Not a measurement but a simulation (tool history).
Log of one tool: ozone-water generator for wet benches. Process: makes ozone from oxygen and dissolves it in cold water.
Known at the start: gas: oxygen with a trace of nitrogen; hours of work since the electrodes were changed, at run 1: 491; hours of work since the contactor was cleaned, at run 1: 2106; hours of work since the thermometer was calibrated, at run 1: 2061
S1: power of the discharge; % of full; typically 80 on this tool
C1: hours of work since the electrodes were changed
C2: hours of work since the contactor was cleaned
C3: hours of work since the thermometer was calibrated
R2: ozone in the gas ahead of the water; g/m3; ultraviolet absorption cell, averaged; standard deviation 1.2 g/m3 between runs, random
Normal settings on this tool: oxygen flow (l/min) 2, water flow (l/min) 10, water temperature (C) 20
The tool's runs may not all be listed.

Run 1, hour 0: usual settings; C1 491; C2 2106; C3 2061. Result: dissolved ozone (ppm) 17.9, R2 222.2 g/m3.
Run 2, hour 25.3: usual settings but water temperature (C) 13; C1 512; C2 2127; C3 2082. Result: dissolved ozone (ppm) 19, R2 222.4 g/m3.
Run 3, hour 62.7: usual settings but water temperature (C) 13; C1 542; C2 2158; C3 2113. Result: dissolved ozone (ppm) 19.2, R2 226.2 g/m3.
Run 4, hour 94.2: usual settings but water temperature (C) 13; C1 569; C2 2184; C3 2139. Result: dissolved ozone (ppm) 19.1, R2 222.7 g/m3.
Run 5, hour 131.1: usual settings but water temperature (C) 13; C1 599; C2 2214; C3 2170. Result: dissolved ozone (ppm) 18.9, R2 225.5 g/m3.
Run 6, hour 156.1: usual settings but water temperature (C) 13; C1 620; C2 2235; C3 2190. Result: dissolved ozone (ppm) 19, R2 223.5 g/m3.
Run 7, hour 177.8: usual settings but water temperature (C) 13; C1 638; C2 2253; C3 2208. Result: dissolved ozone (ppm) 19.2, R2 226 g/m3.
Run 8, hour 203.8: usual settings but water temperature (C) 13; C1 659; C2 2275; C3 2230. Result: dissolved ozone (ppm) 18.7, R2 224.3 g/m3.
Run 9, hour 224.3: usual settings but water temperature (C) 13; C1 676; C2 2292; C3 2247. Result: dissolved ozone (ppm) 19.1, R2 223.2 g/m3.
Run 10, hour 257.2: usual settings but water temperature (C) 13; C1 704; C2 2319; C3 2274. Result: dissolved ozone (ppm) 18.9, R2 223 g/m3.
Run 11, hour 290.1: usual settings but oxygen flow (l/min) 1.27, water temperature (C) 13; C1 731; C2 2346; C3 2301. Result: dissolved ozone (ppm) 17.9, R2 292.3 g/m3.
Run 12, hour 316.3: usual settings but oxygen flow (l/min) 1.27, water temperature (C) 13; C1 753; C2 2368; C3 2323. Result: dissolved ozone (ppm) 17.9, R2 291.9 g/m3.
Run 13, hour 333.7: usual settings but water flow (l/min) 7; C1 767; C2 2382; C3 2337. Result: dissolved ozone (ppm) 24.1, R2 227.8 g/m3.
Run 14, hour 368.1: usual settings but oxygen flow (l/min) 1.1; C1 795; C2 2411; C3 2366. Result: dissolved ozone (ppm) 16.5, R2 319.5 g/m3.
Run 15, hour 401.3: usual settings but oxygen flow (l/min) 1.1; C1 823; C2 2438; C3 2393. Result: dissolved ozone (ppm) 16.4, R2 320.7 g/m3.
Run 16, hour 421.7: usual settings; C1 840; C2 2455; C3 2410. Result: dissolved ozone (ppm) 17.4, R2 227 g/m3.
Run 17, hour 447.9: usual settings; C1 861; C2 2477; C3 2432. Result: dissolved ozone (ppm) 17.6, R2 224.2 g/m3.
Run 18, hour 488.3: usual settings but S1 87 % of full, oxygen flow (l/min) 2.81, water flow (l/min) 11, water temperature (C) 18; C1 895; C2 2510; C3 2465. Result: dissolved ozone (ppm) 17.6, R2 198.9 g/m3.
Run 19, hour 523.3: usual settings but S1 45 % of full, oxygen flow (l/min) 1.81, water flow (l/min) 9, water temperature (C) 21; C1 924; C2 2539; C3 2494. Result: dissolved ozone (ppm) 12.3, R2 154.2 g/m3.
Run 20, hour 563.7: usual settings but S1 82 % of full, oxygen flow (l/min) 1.29, water flow (l/min) 9, water temperature (C) 12; C1 957; C2 2573; C3 2528. Result: dissolved ozone (ppm) 20.8, R2 299 g/m3.
Run 21, hour 601: usual settings but oxygen flow (l/min) 3.1, water temperature (C) 14; C1 988; C2 2604; C3 2559. Result: dissolved ozone (ppm) 19.2, R2 178 g/m3.
Run 22, hour 637.9: usual settings but S1 57 % of full, water temperature (C) 26; C1 1019; C2 2634; C3 2589. Result: dissolved ozone (ppm) 12.4, R2 174.4 g/m3.
Run 23, hour 665.9: usual settings but S1 47 % of full, oxygen flow (l/min) 1.34, water flow (l/min) 7, water temperature (C) 13; C1 1042; C2 2657; C3 2612. Result: dissolved ozone (ppm) 17.5, R2 191.7 g/m3.
Run 24, hour 693.5: usual settings but S1 47 % of full, oxygen flow (l/min) 1.34, water flow (l/min) 7, water temperature (C) 13; C1 1065; C2 2680; C3 2635. Result: dissolved ozone (ppm) 17.5, R2 192.9 g/m3.
Run 25, hour 726.6: usual settings but S1 47 % of full, oxygen flow (l/min) 1.15, water flow (l/min) 9, water temperature (C) 13; C1 1092; C2 2708; C3 2663. Result: dissolved ozone (ppm) 13.2, R2 211 g/m3.
Run 26, hour 764.2: usual settings but water flow (l/min) 13; C1 1124; C2 2739; C3 2694. Result: dissolved ozone (ppm) 13.6, R2 229 g/m3.
Run 27, hour 791.7: usual settings but oxygen flow (l/min) 1.9, water flow (l/min) 15, water temperature (C) 15; C1 1146; C2 2762; C3 2717. Result: dissolved ozone (ppm) 12.1, R2 238.1 g/m3.
At hour 798.3: gauge calibrated.
Run 28, hour 809.3: usual settings but S1 46 % of full, water flow (l/min) 16, water temperature (C) 18; C1 1161; C2 2776; C3 2731. Result: dissolved ozone (ppm) 7.5, R2 146.5 g/m3.
Run 29, hour 847.7: usual settings but water temperature (C) 24; C1 1193; C2 2808; C3 2763. Result: dissolved ozone (ppm) 16.7, R2 222.1 g/m3.
Run 30, hour 865.2: usual settings but oxygen flow (l/min) 3.46, water temperature (C) 22; C1 1207; C2 2822; C3 2778. Result: dissolved ozone (ppm) 16.6, R2 163.9 g/m3.
Run 31, hour 884.9: usual settings but water temperature (C) 24; C1 1223; C2 2839; C3 2794. Result: dissolved ozone (ppm) 16.7, R2 224.4 g/m3.
Run 32, hour 913.3: usual settings but water temperature (C) 17; C1 1247; C2 2862; C3 2817. Result: dissolved ozone (ppm) 18, R2 224 g/m3.

Measured minus without-hidden-state, run by run (identical run-to-run variation in each term; gauge scatter may differ):
What the log doesn't record here: yield of the discharge, % of new electrodes'; contactor's efficiency, % of a clean one's; true water temperature over the reading, C; drift of the gauge itself on ozone_ppm, %; drift of the gauge itself on gas_g_m3, %.
run    R2
  1  -0.1
  2  +0.1
  3  +0.5
  4  +0.7
  5  +1.1
  6  +1.2
  7  +1.5
  8  +1.6
  9  +1.8
 10  +2.1
 11    +3
 12  +3.3
 13  +2.7
 14  +4.3
 15  +4.6
 16  +3.4
 17  +3.6
 18  +3.5
 19    +3
 20    +6
 21  +3.8
 22  +3.9
 23  +4.6
 24  +4.8
 25  +5.5
 26  +6.2
 27  +6.7
 28  +0.1
 29  +0.4
 30  +0.3
 31  +0.7
 32  +0.8
dissolved ozone (ppm) without the hidden state stays within 0.1 of what was measured, in all runs.
